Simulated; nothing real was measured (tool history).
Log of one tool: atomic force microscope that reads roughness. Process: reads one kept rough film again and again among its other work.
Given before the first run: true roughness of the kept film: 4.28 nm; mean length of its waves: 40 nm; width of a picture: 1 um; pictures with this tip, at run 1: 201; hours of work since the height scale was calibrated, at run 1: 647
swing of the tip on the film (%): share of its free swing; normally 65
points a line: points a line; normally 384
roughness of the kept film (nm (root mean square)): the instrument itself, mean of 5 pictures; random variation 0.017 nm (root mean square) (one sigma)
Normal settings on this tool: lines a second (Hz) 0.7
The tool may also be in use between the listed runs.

run   hour  lines a second (Hz)  swing of the tip on the film (%)  points a line  pictures with this tip  hours of work since the height scale was calibrated  roughness of the kept film (nm (root mean square))
  1      0                  0.7                                65            384                     201                                                  647                                                 3.6
  2   15.6                  0.7                                65            384                     231                                                  659                                                3.52
      30.1  -- new tip fitted
  3   47.7                  0.7                                65            384                      34                                                  682                                               3.895
  4   61.5                  0.7                                65            312                      60                                                  693                                               3.831
  5   86.6                3.387                                65            384                     108                                                  711                                               3.608
  6  114.4                3.387                                65            384                     162                                                  732                                               3.554
  7  127.6                3.387                                65            384                     187                                                  742                                               3.496
  8  140.9                  0.7                                78            384                     213                                                  752                                               3.527
  9  159.4                  0.7                                78            384                     248                                                  766                                               3.458
     164.7  -- new tip fitted
 10  175.7                  0.7                                78            384                      21                                                  777                                                3.83
 11  194.9                  0.7                                65            384                      57                                                  792                                               3.815
 12  212.3                  0.7                                65            384                      91                                                  805                                               3.759
 13  238.4                2.652                                65            384                     141                                                  824                                               3.569
 14  266.3                2.652                                65            384                     195                                                  845                                               3.461
 15  296.3                2.652                                65            384                     252                                                  867                                               3.396
     299.6  -- new tip fitted
 16  325.3                2.652                                65            384                      49                                                  889                                               3.745
 17    343                2.652                                65            384                      83                                                  902                                               3.674
 18  360.4                2.652                                65            384                     116                                                  915                                                3.64
 19  383.9                2.652                                59            268                     162                                                  932                                               3.577
 20  402.6                2.652                                68            427                     197                                                  946                                               3.474
 21  427.3                 0.64                                65            349                     245                                                  965                                               3.526
     434.4  -- new tip fitted
 22    458                 2.97                                90            897                      45                                                  987                                               3.366
 23  481.4                2.634                                56            384                      90                                                 1005                                               3.672
 24  502.4                0.665                                72            618                     130                                                 1021                                               3.661
 25  528.2                3.969                                65            426                     180                                                 1040                                               3.425
 26    556                  0.7                                86            384                     233                                                 1061                                               3.433
     570.6  -- new tip fitted
 27  570.6                0.672                                65            862                       0                                                 1071                                               3.956
 28  598.4                0.791                                60            836                      53                                                 1092                                               3.861
 29    622                1.111                                65            384                      99                                                 1109                                               3.752
 30  641.1                2.838                                86            639                     135                                                 1124                                               3.317
 31  657.3                1.678                                62            750                     167                                                 1136                                               3.575
 32  671.4                1.678                                62            750                     194                                                 1146                                               3.522
 33  696.7                  0.7                                76            930                     242                                                 1165                                               3.473
       707  -- new tip fitted
 34  714.3                  0.7                                76            930                      14                                                 1178                                               3.848
 35  728.8                1.265                                76            263                      42                                                 1189                                               3.732

Here are 3 independent what-if runs from the current tool condition. What would each one return?
  A  748.5                1.355                                76            929                      80                                                 1204                                                   ?
  B  748.5                1.265                                59            263                      80                                                 1204                                                   ?
  C  748.5                1.265                                76            309                      80                                                 1204                                                   ?

run  roughness of the kept film (nm (root mean square))
  A                                               3.672
  B                                               3.705
  C                                               3.665
Take away the tool's hidden state, keep each run's random variation, and the runs would have read:
run  roughness of the kept film (nm (root mean square))
  A                                               3.938
  B                                               3.973
  C                                                3.93

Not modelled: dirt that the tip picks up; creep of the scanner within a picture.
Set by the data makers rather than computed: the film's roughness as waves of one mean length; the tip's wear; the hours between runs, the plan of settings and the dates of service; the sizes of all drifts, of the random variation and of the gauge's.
